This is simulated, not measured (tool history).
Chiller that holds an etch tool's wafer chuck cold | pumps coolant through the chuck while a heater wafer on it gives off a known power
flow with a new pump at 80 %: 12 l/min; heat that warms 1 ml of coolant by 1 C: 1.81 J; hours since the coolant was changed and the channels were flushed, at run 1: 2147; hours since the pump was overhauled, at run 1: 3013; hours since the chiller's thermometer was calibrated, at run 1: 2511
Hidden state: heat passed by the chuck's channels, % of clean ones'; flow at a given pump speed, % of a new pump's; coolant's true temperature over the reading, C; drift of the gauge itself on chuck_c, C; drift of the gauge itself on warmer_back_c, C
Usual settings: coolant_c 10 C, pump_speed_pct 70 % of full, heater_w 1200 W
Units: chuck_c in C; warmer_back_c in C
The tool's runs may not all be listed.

run    hour  coolant_c  pump_speed_pct  heater_w  hours since the coolant was changed and the channels were flushed  hours since the pump was overhauled  hours since the chiller's thermometer was calibrated  chuck_c  warmer_back_c
  1     0.0         10              70      1200                                                               2147                                 3013                                                  2511    22.95           3.79
  2   136.5          9              70      1200                                                               2284                                 3149                                                  2647    22.02           3.83
  3   214.5          9              70      1200                                                               2362                                 3227                                                  2725    21.93           3.82
  4   346.7          9              70      1200                                                               2494                                 3359                                                  2858    21.92           3.84
  5   415.3          9              70      1200                                                               2563                                 3428                                                  2926    21.97           3.85
  6   559.0          9              70      1200                                                               2706                                 3572                                                  3070    21.81           3.85
  7   636.0          9              70      1200                                                               2783                                 3649                                                  3147    21.80           3.81
  8   749.8          9              70      1200                                                               2897                                 3762                                                  3261    21.84           3.85
  9   885.7          9              80      1200                                                               3033                                 3898                                                  3397    20.79           3.32
 10   983.7          9              80      1200                                                               3131                                 3996                                                  3495    20.82           3.30
 11  1111.4         10              70      1337                                                               3259                                 4124                                                  3622    24.28           4.28
 12  1260.7         10              70      1200                                                               3408                                 4273                                                  3772    22.77           3.86
     1343.7  -- chiller's thermometer calibrated
 13  1388.7         10              70      1200                                                               3535                                 4400                                                    45    22.67           3.85
 14  1470.6         10              70      1200                                                               3617                                 4482                                                   127    22.80           3.83
 15  1536.6         14              63      1200                                                               3683                                 4548                                                   193    27.79           4.35
 16  1647.2         19              82       775                                                               3794                                 4659                                                   304    26.37           2.08
 17  1746.5         11              70      1037                                                               3893                                 4758                                                   403    22.06           3.35
 18  1890.4         11              70      1037                                                               4037                                 4902                                                   547    22.04           3.31
 19  1993.5         16              95      1037                                                               4140                                 5005                                                   650    25.19           2.39
 20  2152.4          5              70      1200                                                               4299                                 5164                                                   809    17.68           3.85

Forecast run 21:
 21  2246.1         12              84       804                                                               4392                                 5258                                                   902        ?              ?

chuck_c: 19.59 C
warmer_back_c: 2.08 C
Without the tool's hidden state the same run would have given chuck_c 19.80 C, warmer_back_c 2.08 C.
